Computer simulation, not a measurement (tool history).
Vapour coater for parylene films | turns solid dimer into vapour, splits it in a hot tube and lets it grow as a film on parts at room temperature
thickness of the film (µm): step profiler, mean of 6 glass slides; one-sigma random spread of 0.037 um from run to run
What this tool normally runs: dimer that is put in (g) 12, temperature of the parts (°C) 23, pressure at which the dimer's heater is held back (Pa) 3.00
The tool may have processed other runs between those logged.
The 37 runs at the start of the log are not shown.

run    hour  dimer that is put in (g)  temperature of the parts (°C)  pressure at which the dimer's heater is held back (Pa)  thickness of the film (µm)
 38  2293.7                        11                             23                                                    7.47                        2.93
 39  2366.3                        11                             23                                                    7.47                        2.86
     2425.1  -- trap's valve overhauled
 40  2449.5                        12                             19                                                    2.84                        4.41
 41  2500.3                        12                             17                                                    2.84                        4.58
 42  2538.0                         6                             31                                                    2.56                        1.68
 43  2614.4                        13                             25                                                    2.58                        4.10
 44  2675.3                        13                             25                                                    2.58                        4.24
 45  2740.3                        12                             35                                                    3.55                        2.81
 46  2820.0                        13                             23                                                    3.00                        4.25
 47  2886.8                         5                             23                                                    2.93                        1.68

Each row is a separate what-if for the run after 47, all from the same tool condition, not one after another. Results?
  A  2937.5                        12                             20                                                    3.00                           ?
  B  2937.5                        19                             23                                                    3.00                           ?
  C  2937.5                         7                             17                                                    5.70                           ?

run  thickness of the film (µm)
  A                        4.22
  B                        6.32
  C                        2.27
With no hidden state in the tool, these same runs would have given:
run  thickness of the film (µm)
  A                        4.23
  B                        6.33
  C                        2.27
